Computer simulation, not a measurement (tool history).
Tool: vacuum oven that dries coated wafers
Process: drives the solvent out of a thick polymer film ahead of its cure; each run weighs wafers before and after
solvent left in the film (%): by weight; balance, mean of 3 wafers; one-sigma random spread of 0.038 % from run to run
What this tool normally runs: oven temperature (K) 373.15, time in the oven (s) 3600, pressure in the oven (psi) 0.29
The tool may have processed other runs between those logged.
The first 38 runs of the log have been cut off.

run,hour,oven temperature (K),time in the oven (s),pressure in the oven (psi),solvent left in the film (%)
39,2757.4,368.15,3000,0.519,6.76
40,2813,379.15,3600,1.034,4.11
41,2873.2,379.15,3600,1.034,4.09
# hour 2881.7: oven's thermocouples calibrated
42,2936.9,386.15,1980,0.146,2.05
43,3004.2,373.15,3600,0.667,4.46
44,3083.4,365.15,4140,0.325,5.48
45,3180.9,365.15,4140,0.334,5.41
46,3261.3,379.15,5760,0.157,0.87
47,3333.6,379.15,5760,0.157,0.89

4 ways to go on from here, each from the tool as it stands after run 47. What would each give?
A,3417.8,368.15,3360,0.29,?
B,3417.8,379.15,4980,0.157,?
C,3417.8,373.15,3600,0.473,?
D,3417.8,379.15,5760,0.207,?

run,solvent left in the film (%)
A,5.33
B,1.1
C,4.03
D,0.96
With the hidden condition removed and each run's random variation left untouched, the same runs would have given:
run,solvent left in the film (%)
A,4.9
B,0.86
C,3.63
D,0.75

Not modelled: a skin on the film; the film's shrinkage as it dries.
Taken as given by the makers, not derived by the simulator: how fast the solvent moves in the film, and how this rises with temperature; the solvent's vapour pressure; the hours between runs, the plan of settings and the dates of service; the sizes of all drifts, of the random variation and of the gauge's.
